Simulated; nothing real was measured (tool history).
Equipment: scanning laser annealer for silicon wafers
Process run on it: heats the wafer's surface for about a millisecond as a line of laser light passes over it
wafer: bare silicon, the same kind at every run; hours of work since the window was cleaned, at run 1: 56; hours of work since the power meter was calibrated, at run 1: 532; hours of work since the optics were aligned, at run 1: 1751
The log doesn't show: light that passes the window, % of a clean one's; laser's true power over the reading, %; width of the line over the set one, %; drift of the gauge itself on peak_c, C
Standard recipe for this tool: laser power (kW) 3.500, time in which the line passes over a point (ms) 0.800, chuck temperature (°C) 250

| run | hour | laser power (kW) | time in which the line passes over a point (ms) | chuck temperature (°C) | hours of work since the window was cleaned | hours of work since the power meter was calibrated | hours of work since the optics were aligned | highest temperature of the surface (°C) |
|---|---|---|---|---|---|---|---|---|
| 1 | 0.0 | 3.500 | 0.800 | 250 | 56 | 532 | 1751 | 1060 |
| 2 | 53.5 | 3.500 | 0.800 | 250 | 86 | 561 | 1780 | 1064 |
| 3 | 100.5 | 3.500 | 0.800 | 250 | 112 | 587 | 1806 | 1060 |
|  | 113.5 | optics aligned, line set to its width |
| 4 | 157.9 | 3.500 | 0.800 | 250 | 141 | 616 | 25 | 1075 |
| 5 | 197.4 | 3.500 | 0.800 | 250 | 163 | 638 | 46 | 1070 |
| 6 | 221.5 | 3.500 | 0.800 | 250 | 176 | 651 | 60 | 1070 |
| 7 | 249.8 | 3.500 | 0.800 | 250 | 192 | 667 | 75 | 1069 |
| 8 | 297.3 | 3.500 | 0.800 | 251 | 218 | 693 | 102 | 1072 |
| 9 | 342.4 | 3.500 | 0.800 | 227 | 243 | 718 | 127 | 1043 |
| 10 | 389.9 | 3.500 | 0.800 | 227 | 269 | 745 | 153 | 1040 |
| 11 | 420.5 | 3.500 | 0.800 | 227 | 286 | 761 | 170 | 1042 |
| 12 | 464.2 | 3.500 | 0.800 | 227 | 311 | 786 | 194 | 1040 |
| 13 | 511.5 | 3.500 | 0.800 | 250 | 337 | 812 | 220 | 1063 |
| 14 | 562.5 | 3.500 | 0.800 | 250 | 365 | 840 | 248 | 1059 |
| 15 | 590.4 | 3.500 | 0.800 | 250 | 380 | 855 | 264 | 1057 |
| 16 | 619.7 | 3.500 | 0.800 | 250 | 397 | 872 | 280 | 1057 |
| 17 | 650.9 | 3.500 | 0.800 | 250 | 414 | 889 | 297 | 1057 |
| 18 | 686.5 | 3.500 | 0.800 | 250 | 433 | 909 | 317 | 1056 |
| 19 | 726.3 | 3.500 | 0.800 | 250 | 456 | 931 | 339 | 1054 |
| 20 | 753.3 | 3.500 | 0.800 | 250 | 470 | 946 | 354 | 1056 |
| 21 | 794.4 | 3.394 | 0.811 | 231 | 493 | 968 | 377 | 1005 |
| 22 | 818.8 | 3.259 | 0.978 | 232 | 507 | 982 | 390 | 1030 |
|  | 855.7 | window over the wafer cleaned |
| 23 | 858.2 | 3.639 | 0.900 | 212 | 1 | 1002 | 411 | 1132 |
| 24 | 880.8 | 3.639 | 0.900 | 212 | 14 | 1015 | 423 | 1130 |
| 25 | 934.0 | 2.986 | 0.900 | 226 | 43 | 1044 | 453 | 938 |
| 26 | 968.8 | 3.425 | 0.843 | 250 | 63 | 1064 | 472 | 1076 |
| 27 | 999.1 | 3.425 | 0.843 | 250 | 79 | 1080 | 489 | 1071 |
| 28 | 1047.4 | 3.038 | 0.811 | 256 | 106 | 1107 | 516 | 945 |
| 29 | 1086.2 | 3.695 | 0.811 | 214 | 128 | 1129 | 537 | 1103 |
| 30 | 1124.7 | 2.977 | 0.800 | 223 | 149 | 1150 | 558 | 897 |
| 31 | 1160.4 | 2.977 | 0.800 | 223 | 169 | 1170 | 578 | 894 |
| 32 | 1186.5 | 2.977 | 0.800 | 223 | 183 | 1184 | 593 | 888 |
| 33 | 1224.4 | 3.119 | 0.812 | 286 | 204 | 1205 | 614 | 992 |
| 34 | 1279.2 | 3.119 | 0.812 | 286 | 234 | 1235 | 644 | 992 |
| 35 | 1305.7 | 3.500 | 0.920 | 216 | 249 | 1250 | 658 | 1085 |
| 36 | 1357.7 | 3.239 | 0.989 | 216 | 278 | 1279 | 687 | 1021 |
| 37 | 1390.8 | 3.158 | 0.964 | 283 | 296 | 1297 | 706 | 1057 |
| 38 | 1420.9 | 3.500 | 0.646 | 250 | 313 | 1314 | 722 | 994 |
| 39 | 1466.2 | 3.500 | 0.646 | 250 | 338 | 1339 | 747 | 991 |
| 40 | 1499.5 | 3.500 | 0.961 | 250 | 356 | 1357 | 766 | 1126 |

Across each entry between runs, compare the hidden state at the last listed run before it with the hidden state at the first listed run after it:
In the gap between runs 3 and 4: optics aligned, line set to its width (hour 113.5)
  light that passes the window, % of a clean one's: 98.94 -> 98.79; width of the line over the set one, %: 2.13 -> 0.25
  the result without the hidden state subtracted from the measured one, highest temperature of the surface (°C): -27 -> -15
In the gap between runs 22 and 23: window over the wafer cleaned (hour 855.7)
  light that passes the window, % of a clean one's: 96.94 -> 99.84; width of the line over the set one, %: 0.66 -> 0.68
  the result without the hidden state subtracted from the measured one, highest temperature of the surface (°C): -36 -> -7

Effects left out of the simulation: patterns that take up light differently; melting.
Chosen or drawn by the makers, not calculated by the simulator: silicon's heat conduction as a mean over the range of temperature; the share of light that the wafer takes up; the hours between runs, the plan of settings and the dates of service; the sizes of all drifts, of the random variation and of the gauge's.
